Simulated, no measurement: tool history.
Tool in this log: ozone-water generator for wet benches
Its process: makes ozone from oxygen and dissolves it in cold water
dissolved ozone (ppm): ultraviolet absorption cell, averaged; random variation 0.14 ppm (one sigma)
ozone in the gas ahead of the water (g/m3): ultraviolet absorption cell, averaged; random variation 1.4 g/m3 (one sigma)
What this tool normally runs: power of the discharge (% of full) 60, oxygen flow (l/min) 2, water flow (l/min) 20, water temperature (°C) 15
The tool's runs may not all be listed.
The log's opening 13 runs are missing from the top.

run    hour  power of the discharge (% of full)  oxygen flow (l/min)  water flow (l/min)  water temperature (°C)  dissolved ozone (ppm)  ozone in the gas ahead of the water (g/m3)
 14   686.7                                  60                    2                  20                      15                   16.9                                       245.5
 15   726.6                                  80                    2                  20                      15                   19.6                                       289.3
 16   805.1                                  80                    2                  20                      15                   19.8                                       287.1
 17   845.3                                  60                    2                  20                      11                   17.3                                       246.9
 18   925.1                                  60                    2                  20                      11                   17.5                                       245.4
 19     990                                  60                    2                  20                      11                   17.4                                       244.8
      995.6  -- gauge calibrated
 20  1040.5                                  93                 2.02                  13                      15                   31.7                                       319.1
 21  1093.4                                  93                 2.02                  13                      15                   31.7                                       318.5
 22  1159.1                                  60                    2                  20                      15                   16.9                                       252.7
 23  1224.8                                  65                 2.95                  20                      19                     20                                       231.9
 24  1267.1                                  65                  1.7                  20                      15                   16.5                                       277.1
 25  1300.6                                  95                 1.77                  21                       8                   20.1                                       335.4
 26  1356.5                                  95                 1.77                  26                      11                     16                                       333.6
 27  1434.3                                  42                    2                  14                      15                     19                                         207
 28  1513.9                                  60                    2                  20                      18                   16.6                                       248.5
       1533  -- water thermometer calibrated
 29  1562.8                                  60                 2.16                  20                      12                   17.6                                       243.5

What will run 30 give?
 30  1638                                  67                 2.58                  23                      17                      ?                                           ?

For run 30 the tool returned dissolved ozone (ppm) 16.9, ozone in the gas ahead of the water (g/m3) 243.
The same run, on a tool lacking any hidden state, would have yielded dissolved ozone (ppm) 16.9, ozone in the gas ahead of the water (g/m3) 247.8.
